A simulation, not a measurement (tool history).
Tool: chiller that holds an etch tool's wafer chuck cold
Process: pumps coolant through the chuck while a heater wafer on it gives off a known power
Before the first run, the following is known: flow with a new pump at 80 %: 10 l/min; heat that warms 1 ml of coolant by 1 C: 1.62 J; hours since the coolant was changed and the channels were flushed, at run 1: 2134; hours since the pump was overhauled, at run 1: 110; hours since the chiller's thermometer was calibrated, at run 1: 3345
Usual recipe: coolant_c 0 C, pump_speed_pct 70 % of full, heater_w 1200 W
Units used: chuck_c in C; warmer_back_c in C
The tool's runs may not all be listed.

run   hour  coolant_c  pump_speed_pct  heater_w  hours since the coolant was changed and the channels were flushed  hours since the pump was overhauled  hours since the chiller's thermometer was calibrated  chuck_c  warmer_back_c
  1    0.0          0              70      1200                                                               2134                                  110                                                  3345      9.9           5.03
  2   22.1          0              70      1200                                                               2156                                  133                                                  3367     10.1           5.00
      39.6  -- chiller's thermometer calibrated
  3   46.1          0              70      1200                                                               2179                                  156                                                     7     10.2           5.10
  4   70.0          0              70      1200                                                               2203                                  179                                                    30     10.2           5.06
  5   85.7          0              70      1200                                                               2219                                  195                                                    46     10.5           5.10
  6  112.4          0              70      1200                                                               2245                                  222                                                    73     10.4           5.12
  7  140.8          4              70      1200                                                               2274                                  250                                                   101     14.4           5.06
  8  171.5          4              70      1200                                                               2304                                  281                                                   132     14.5           5.12
  9  201.3          0              70      1200                                                               2334                                  311                                                   162     10.4           5.11
 10  232.1          0              70      1216                                                               2365                                  342                                                   193     10.6           5.15
 11  253.9          0              70      1216                                                               2387                                  363                                                   214     10.5           5.16
 12  279.4          0              70      1200                                                               2412                                  389                                                   240     10.4           5.10
 13  298.3          0              70      1200                                                               2431                                  408                                                   259     10.3           5.06
 14  316.5          0              70      1200                                                               2449                                  426                                                   277     10.4           5.13
 15  342.2          0              70      1200                                                               2475                                  452                                                   303     10.5           5.05
 16  358.7          0              70      1200                                                               2492                                  468                                                   319     10.4           5.12
 17  378.2         -4              76      1148                                                               2511                                  488                                                   339      5.1           4.50
 18  391.2          1              82      1200                                                               2524                                  501                                                   352     10.1           4.36
 19  415.2          4              82      1090                                                               2548                                  525                                                   376     12.2           3.94
 20  433.1         -5              70      1200                                                               2566                                  542                                                   393      5.6           5.10
 21  460.3          2              65      1200                                                               2593                                  570                                                   421     13.2           5.49
 22  483.8         -9              86      1200                                                               2617                                  593                                                   444     -0.5           4.21
 23  497.8          0              77      1201                                                               2631                                  607                                                   458      9.7           4.60
 24  529.8          1              70       886                                                               2663                                  639                                                   490      8.7           3.81
 25  548.1         -4              70       886                                                               2681                                  658                                                   509      3.7           3.79
 26  576.2         -4              70       886                                                               2709                                  686                                                   537      4.0           3.76
 27  600.1          0              80      1200                                                               2733                                  710                                                   561      9.2           4.43
 28  621.1         -3              80      1732                                                               2754                                  731                                                   582     10.6           6.47
 29  644.2          4              80      1054                                                               2777                                  754                                                   605     12.1           3.94
 30  668.8         -3              88       912                                                               2802                                  778                                                   629      3.7           3.09
 31  693.2         -3              88       912                                                               2826                                  803                                                   654      3.5           3.13

What would each run have given without the hidden state, its run-to-run variation left as it was?
What the log doesn't record here: heat passed by the chuck's channels, % of clean ones'; flow at a given pump speed, % of a new pump's; coolant's true temperature over the reading, C; drift of the gauge itself on chuck_c, C; drift of the gauge itself on warmer_back_c, C.
run  chuck_c  warmer_back_c
  1      9.8           5.05
  2     10.0           5.02
  3      9.9           5.11
  4      9.9           5.07
  5     10.2           5.11
  6     10.1           5.13
  7     14.1           5.06
  8     14.1           5.11
  9     10.0           5.11
 10     10.3           5.14
 11     10.2           5.15
 12     10.1           5.09
 13     10.0           5.05
 14     10.0           5.11
 15     10.1           5.03
 16     10.0           5.09
 17      4.8           4.48
 18      9.7           4.34
 19     12.0           3.92
 20      5.2           5.07
 21     12.8           5.46
 22     -0.8           4.18
 23      9.3           4.57
 24      8.4           3.78
 25      3.4           3.76
 26      3.7           3.73
 27      8.8           4.39
 28     10.0           6.41
 29     11.7           3.90
 30      3.5           3.06
 31      3.3           3.09
